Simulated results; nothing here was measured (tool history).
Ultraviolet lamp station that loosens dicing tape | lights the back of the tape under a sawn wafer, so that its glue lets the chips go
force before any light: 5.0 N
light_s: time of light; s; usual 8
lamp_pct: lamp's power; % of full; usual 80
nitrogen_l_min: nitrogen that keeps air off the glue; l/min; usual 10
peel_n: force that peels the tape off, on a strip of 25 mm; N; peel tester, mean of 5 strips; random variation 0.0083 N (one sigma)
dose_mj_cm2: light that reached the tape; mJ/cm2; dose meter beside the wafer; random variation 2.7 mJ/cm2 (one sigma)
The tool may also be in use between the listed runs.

| run | hour | light_s | lamp_pct | nitrogen_l_min | peel_n | dose_mj_cm2 |
|---|---|---|---|---|---|---|
| 1 | 0.0 | 8 | 80 | 10 | 0.325 | 365 |
|  | 2.7 | window cleaned of glue's vapour |
| 2 | 20.5 | 8 | 80 | 10 | 0.312 | 364 |
| 3 | 41.2 | 8 | 80 | 16 | 0.231 | 363 |
| 4 | 61.4 | 8 | 80 | 16 | 0.215 | 368 |
| 5 | 82.3 | 8 | 80 | 16 | 0.223 | 365 |
| 6 | 105.3 | 8 | 80 | 16 | 0.221 | 369 |
| 7 | 119.6 | 8 | 80 | 4 | 0.738 | 366 |
| 8 | 138.0 | 8 | 62 | 4 | 1.116 | 287 |
| 9 | 150.9 | 8 | 62 | 4 | 1.092 | 282 |
| 10 | 162.8 | 8 | 80 | 10 | 0.335 | 368 |
| 11 | 176.0 | 8 | 80 | 10 | 0.338 | 368 |
| 12 | 189.6 | 8 | 80 | 10 | 0.342 | 373 |
| 13 | 215.3 | 8 | 80 | 10 | 0.337 | 365 |
| 14 | 236.6 | 8 | 80 | 10 | 0.327 | 366 |
| 15 | 264.1 | 8 | 80 | 10 | 0.321 | 364 |
| 16 | 288.0 | 8 | 80 | 18 | 0.214 | 362 |
| 17 | 309.8 | 8 | 80 | 18 | 0.212 | 368 |
| 18 | 330.3 | 8 | 80 | 18 | 0.205 | 366 |
| 19 | 348.2 | 8 | 80 | 18 | 0.209 | 365 |
| 20 | 370.2 | 8 | 80 | 18 | 0.199 | 365 |
| 21 | 396.3 | 8 | 80 | 18 | 0.202 | 373 |
| 22 | 414.1 | 8 | 80 | 18 | 0.213 | 367 |
| 23 | 430.2 | 11 | 80 | 5 | 0.310 | 504 |
| 24 | 442.1 | 11 | 80 | 5 | 0.328 | 500 |
| 25 | 457.1 | 11 | 80 | 19 | 0.119 | 507 |
| 26 | 480.6 | 8 | 82 | 6 | 0.482 | 374 |
| 27 | 501.9 | 8 | 82 | 6 | 0.502 | 375 |
| 28 | 519.3 | 8 | 82 | 6 | 0.503 | 372 |
| 29 | 539.2 | 7 | 80 | 10 | 0.446 | 321 |

Forecast run 30:
| 30 | 557.5 | 7 | 80 | 12 | ? | ? |

Run 30 gave peel_n 0.389 N, dose_mj_cm2 320 mJ/cm2.
Without the tool's hidden state the same run would have given peel_n 0.388 N, dose_mj_cm2 321 mJ/cm2.
